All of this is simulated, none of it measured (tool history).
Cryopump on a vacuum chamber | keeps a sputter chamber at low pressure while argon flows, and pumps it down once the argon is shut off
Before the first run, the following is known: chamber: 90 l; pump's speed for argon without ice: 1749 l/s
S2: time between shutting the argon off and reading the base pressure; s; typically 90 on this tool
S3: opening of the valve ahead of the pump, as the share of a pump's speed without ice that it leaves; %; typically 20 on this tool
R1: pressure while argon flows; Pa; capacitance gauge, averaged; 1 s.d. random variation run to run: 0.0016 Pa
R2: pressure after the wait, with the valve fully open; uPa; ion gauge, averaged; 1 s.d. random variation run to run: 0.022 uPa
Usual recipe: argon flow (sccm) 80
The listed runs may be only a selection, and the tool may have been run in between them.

run 1 hour=0.0 | argon_flow_(sccm)=80 S2=90 S3=20 | R1=0.3924 R2=1.57
run 2 hour=27.6 | argon_flow_(sccm)=80 S2=90 S3=20 | R1=0.3936 R2=1.59
run 3 hour=66.1 | argon_flow_(sccm)=80 S2=90 S3=20 | R1=0.3938 R2=1.60
run 4 hour=106.5 | argon_flow_(sccm)=45 S2=90 S3=20 | R1=0.2206 R2=1.66
run 5 hour=129.2 | argon_flow_(sccm)=45 S2=90 S3=20 | R1=0.2218 R2=1.60
run 6 hour=161.0 | argon_flow_(sccm)=45 S2=90 S3=20 | R1=0.2208 R2=1.66
run 7 hour=191.3 | argon_flow_(sccm)=45 S2=90 S3=20 | R1=0.2227 R2=1.65
run 8 hour=230.6 | argon_flow_(sccm)=45 S2=90 S3=20 | R1=0.2236 R2=1.68
run 9 hour=251.2 | argon_flow_(sccm)=80 S2=90 S3=20 | R1=0.3956 R2=1.69
run 10 hour=278.0 | argon_flow_(sccm)=80 S2=90 S3=20 | R1=0.3966 R2=1.72
run 11 hour=318.4 | argon_flow_(sccm)=80 S2=90 S3=20 | R1=0.3972 R2=1.76
run 12 hour=346.0 | argon_flow_(sccm)=80 S2=90 S3=20 | R1=0.3999 R2=1.78
run 13 hour=368.0 | argon_flow_(sccm)=80 S2=90 S3=20 | R1=0.3982 R2=1.84
run 14 hour=404.3 | argon_flow_(sccm)=80 S2=74 S3=20 | R1=0.3985 R2=1.91
run 15 hour=429.1 | argon_flow_(sccm)=80 S2=74 S3=20 | R1=0.4007 R2=1.89
run 16 hour=463.4 | argon_flow_(sccm)=80 S2=90 S3=20 | R1=0.3992 R2=1.83
run 17 hour=505.1 | argon_flow_(sccm)=80 S2=90 S3=20 | R1=0.4019 R2=1.90
run 18 hour=549.3 | argon_flow_(sccm)=80 S2=285 S3=17 | R1=0.4711 R2=1.61
run 19 hour=574.5 | argon_flow_(sccm)=80 S2=285 S3=17 | R1=0.4685 R2=1.62
run 20 hour=608.5 | argon_flow_(sccm)=148 S2=212 S3=33 | R1=0.4685 R2=1.69
run 21 hour=644.4 | argon_flow_(sccm)=107 S2=90 S3=20 | R1=0.5426 R2=2.04
run 22 hour=665.1 | argon_flow_(sccm)=80 S2=50 S3=20 | R1=0.4078 R2=2.33

Run 23 has not been measured yet. What should we expect?
run 23 hour=687.2 | argon_flow_(sccm)=46 S2=25 S3=20 | R1=? R2=?

R1: 0.2331 Pa
R2: 3.17 uPa
On a tool with no hidden condition, and with the same random variation, this run would have come out at R1 0.2218 Pa, R2 1.75 uPa.

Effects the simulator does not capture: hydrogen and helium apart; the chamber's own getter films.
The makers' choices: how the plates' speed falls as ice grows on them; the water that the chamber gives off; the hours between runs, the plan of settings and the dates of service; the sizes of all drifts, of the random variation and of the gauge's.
